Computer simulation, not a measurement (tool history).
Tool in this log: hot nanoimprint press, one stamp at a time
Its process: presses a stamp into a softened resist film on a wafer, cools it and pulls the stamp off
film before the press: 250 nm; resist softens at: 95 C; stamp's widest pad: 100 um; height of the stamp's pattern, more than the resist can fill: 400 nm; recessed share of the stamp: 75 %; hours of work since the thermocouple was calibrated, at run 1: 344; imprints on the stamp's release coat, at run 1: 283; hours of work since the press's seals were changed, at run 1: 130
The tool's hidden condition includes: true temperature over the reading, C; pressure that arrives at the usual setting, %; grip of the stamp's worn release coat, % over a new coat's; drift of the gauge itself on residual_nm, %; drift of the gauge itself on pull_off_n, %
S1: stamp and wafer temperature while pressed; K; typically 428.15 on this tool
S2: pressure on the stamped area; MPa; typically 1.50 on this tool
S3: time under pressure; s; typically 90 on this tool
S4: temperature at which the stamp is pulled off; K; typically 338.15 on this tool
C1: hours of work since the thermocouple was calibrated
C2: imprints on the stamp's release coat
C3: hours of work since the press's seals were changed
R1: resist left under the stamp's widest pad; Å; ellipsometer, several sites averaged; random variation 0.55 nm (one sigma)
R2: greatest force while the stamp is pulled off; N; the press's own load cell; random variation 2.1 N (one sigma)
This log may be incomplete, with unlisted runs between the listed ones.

run	hour	S1	S2	S3	S4	C1	C2	C3	R1	R2
1	0.0	428.15	1.50	90	338.15	344	283	130	1008	96
2	5.4	428.15	1.50	90	330.15	347	294	133	1002	110
3	14.5	428.15	1.50	90	330.15	352	312	138	998	112
4	22.7	428.15	1.50	90	338.15	357	328	143	999	97
# hour 28.8: plate thermocouple calibrated
5	34.6	428.15	1.50	90	338.15	3	345	148	969	99
6	39.3	428.15	1.50	90	338.15	6	354	151	985	95
7	44.8	428.15	1.50	90	338.15	9	365	154	965	98
8	49.1	428.15	1.50	90	338.15	12	374	156	978	95
9	54.2	416.15	1.50	90	338.15	14	384	159	1826	98
10	58.2	416.15	1.50	90	338.15	17	391	161	1826	98
11	66.4	428.15	1.50	90	338.15	21	407	166	970	95
12	71.6	428.15	1.50	90	338.15	24	418	169	981	95
13	76.6	428.15	2.15	90	338.15	27	427	172	792	94
14	84.3	428.15	1.41	90	338.15	32	442	176	995	98
15	91.0	428.15	1.41	90	338.15	35	456	180	1005	93
16	96.9	418.15	1.12	90	338.15	39	467	183	1859	97
17	103.6	418.15	1.12	90	338.15	43	480	187	1849	101
18	107.8	420.15	1.12	90	328.15	45	488	189	1701	115
19	112.0	420.15	1.12	90	328.15	47	497	192	1698	118
20	116.5	418.15	1.47	90	329.15	50	505	194	1695	115
21	124.2	418.15	2.11	90	334.15	54	520	199	1453	105
22	128.8	428.15	1.82	90	338.15	57	529	201	872	98
23	137.1	428.15	1.82	90	338.15	62	546	206	872	101
24	141.7	428.15	1.82	90	338.15	64	555	209	885	100
25	150.8	428.15	1.66	90	341.15	69	572	214	920	93
26	158.4	428.15	1.50	102	327.15	74	587	218	935	116
27	166.5	428.15	1.50	102	327.15	78	603	223	932	118
28	173.1	428.15	1.50	102	327.15	82	616	227	930	121
29	179.3	428.15	1.50	102	327.15	86	628	230	937	121
30	187.0	429.15	1.50	102	327.15	90	643	235	886	122

Forecast each of these 4 alternatives for the next run:
A	194.9	427.15	1.61	50	327.15	94	659	239	?	?
B	194.9	429.15	1.50	82	345.15	94	659	239	?	?
C	194.9	429.15	1.87	70	327.15	94	659	239	?	?
D	194.9	418.15	1.50	53	339.15	94	659	239	?	?

run	R1	R2
A	1226	125
B	962	84
C	910	125
D	1908	97
Had the tool no hidden state, the same runs would have come out as:
run	R1	R2
A	1205	114
B	944	77
C	893	115
D	1885	89
